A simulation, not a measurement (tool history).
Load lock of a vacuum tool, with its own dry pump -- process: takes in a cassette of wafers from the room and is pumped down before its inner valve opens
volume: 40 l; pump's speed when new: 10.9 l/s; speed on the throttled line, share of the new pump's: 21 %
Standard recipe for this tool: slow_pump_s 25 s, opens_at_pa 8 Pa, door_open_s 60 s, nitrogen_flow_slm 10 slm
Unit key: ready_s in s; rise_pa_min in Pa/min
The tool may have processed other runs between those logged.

| run | hour | slow_pump_s | opens_at_pa | door_open_s | nitrogen_flow_slm | incoming humidity of the room's air, % | ready_s | rise_pa_min |
|---|---|---|---|---|---|---|---|---|
| 1 | 0 | 25 | 8 | 60 | 10 | 44.3 | 54.5 | 0.043 |
| 2 | 76.6 | 25 | 8 | 60 | 10 | 44.6 | 55.1 | 0.04 |
| 3 | 227.3 | 25 | 8 | 60 | 10 | 42.1 | 53.8 | 0.042 |
| 4 | 320.4 | 25 | 8 | 60 | 10 | 45.4 | 55 | 0.046 |
| 5 | 459.5 | 25 | 8 | 60 | 10 | 47.1 | 55.3 | 0.047 |
| 6 | 614.7 | 25 | 8 | 60 | 10 | 46.8 | 54.7 | 0.048 |
| 7 | 698.8 | 25 | 8 | 60 | 9 | 46.4 | 55.4 | 0.052 |
| 8 | 857.3 | 21 | 8 | 60 | 9 | 44.4 | 52 | 0.048 |
| 9 | 1010.1 | 21 | 8 | 60 | 9 | 46.9 | 52.3 | 0.048 |
| 10 | 1185.5 | 21 | 8 | 60 | 9 | 44.4 | 52.7 | 0.054 |
| 11 | 1273.1 | 21 | 8 | 60 | 9 | 44.4 | 52.5 | 0.054 |
| 12 | 1370 | 21 | 8 | 60 | 9 | 46 | 52.5 | 0.059 |
| 13 | 1500.7 | 24 | 8 | 60 | 10 | 47 | 54.7 | 0.058 |
| 14 | 1637.9 | 25 | 8 | 60 | 10 | 42.8 | 55.9 | 0.052 |
| 15 | 1796.5 | 25 | 8 | 60 | 10 | 47.8 | 55.5 | 0.058 |
| 16 | 1931.5 | 40 | 8 | 60 | 10 | 42.9 | 67.9 | 0.056 |
| 17 | 2068.9 | 40 | 9 | 60 | 12 | 44 | 67 | 0.058 |
| 18 | 2176.7 | 40 | 9 | 60 | 12 | 45.7 | 66.8 | 0.059 |
| 19 | 2331.9 | 21 | 12 | 106 | 16 | 44.1 | 50.2 | 0.067 |
| 20 | 2409.6 | 25 | 8 | 209 | 10 | 46.7 | 55.4 | 0.088 |
| 21 | 2498.3 | 19 | 8 | 60 | 10 | 44.5 | 51.3 | 0.072 |
| 22 | 2670.1 | 19 | 8 | 60 | 10 | 45.1 | 50.4 | 0.069 |
| 23 | 2812.2 | 25 | 13 | 28 | 10 | 45.2 | 54.5 | 0.061 |
| 24 | 2936.9 | 45 | 14 | 29 | 15 | 43.8 | 69.5 | 0.059 |
| 25 | 3058.6 | 16 | 7 | 60 | 10 | 45.5 | 49.4 | 0.073 |
| 26 | 3133.6 | 16 | 7 | 60 | 10 | 45.4 | 49.3 | 0.074 |
| 27 | 3272.8 | 12 | 8 | 60 | 10 | 47.3 | 46 | 0.08 |

Run 28 has not been measured yet. What should we expect?
| 28 | 3368.3 | 12 | 8 | 60 | 10 | 42.2 | ? | ? |

ready_s: 46.2 s
rise_pa_min: 0.07 Pa/min
With no hidden state in the tool, this same run would have given ready_s 45.2 s, rise_pa_min 0.017 Pa/min.

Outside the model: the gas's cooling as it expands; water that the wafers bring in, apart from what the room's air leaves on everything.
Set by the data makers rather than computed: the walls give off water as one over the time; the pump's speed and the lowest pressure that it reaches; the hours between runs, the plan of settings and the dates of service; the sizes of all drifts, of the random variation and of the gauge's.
